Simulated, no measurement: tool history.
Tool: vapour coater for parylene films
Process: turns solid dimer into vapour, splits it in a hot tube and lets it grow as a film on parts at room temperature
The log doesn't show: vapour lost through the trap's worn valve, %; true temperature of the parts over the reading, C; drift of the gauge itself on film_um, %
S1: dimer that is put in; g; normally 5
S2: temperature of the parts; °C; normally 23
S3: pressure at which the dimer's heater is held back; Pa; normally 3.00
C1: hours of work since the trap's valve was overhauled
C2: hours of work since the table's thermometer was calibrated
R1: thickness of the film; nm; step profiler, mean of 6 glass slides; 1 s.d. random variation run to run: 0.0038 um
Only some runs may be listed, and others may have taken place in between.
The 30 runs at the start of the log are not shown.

run    hour  S1  S2    S3   C1   C2    R1
 31   882.6   9  18  7.59  186  694  1552
 32   917.2   9  18  7.59  214  722  1535
 33   943.5   6  28  6.20  234  742   769
 34   972.9   6  28  9.86  258  766   734
      983.6  -- trap's valve overhauled
 35  1005.1   5  17  2.90   17  788  1036
 36  1045.3   5  17  2.47   49  820  1035
     1080.1  -- table's thermometer calibrated
 37  1083.7   5  17  2.47   79    3   994
 38  1113.7   5  29  3.10  102   27   682
 39  1135.0   5  29  3.10  119   44   664
 40  1153.8   6  24  2.05  134   59   961
 41  1182.5   5  31  7.85  157   81   576
 42  1217.7   5  16  3.63  185  109   959
 43  1237.6   5  32  9.36  201  125   540
 44  1253.8   5  23  4.79  214  138   745
 45  1281.3   5  23  4.79  236  160   744
 46  1297.7   3  20  2.95  249  173   502
     1321.4  -- trap's valve overhauled
 47  1341.6   5  33  2.95   16  204   628
 48  1358.6   5  33  2.95   29  218   620

3 options for the next run, each taken on its own from the tool as it stands now. Forecast them:
  A  1388.9   2  24  2.95  54  242   ?
  B  1388.9   2  16  2.11  54  242   ?
  C  1388.9   4  33  2.61  54  242   ?

run   R1
  A  322
  B  420
  C  503
Take away the tool's hidden state, keep each run's random variation, and the runs would have read:
run   R1
  A  329
  B  430
  C  514

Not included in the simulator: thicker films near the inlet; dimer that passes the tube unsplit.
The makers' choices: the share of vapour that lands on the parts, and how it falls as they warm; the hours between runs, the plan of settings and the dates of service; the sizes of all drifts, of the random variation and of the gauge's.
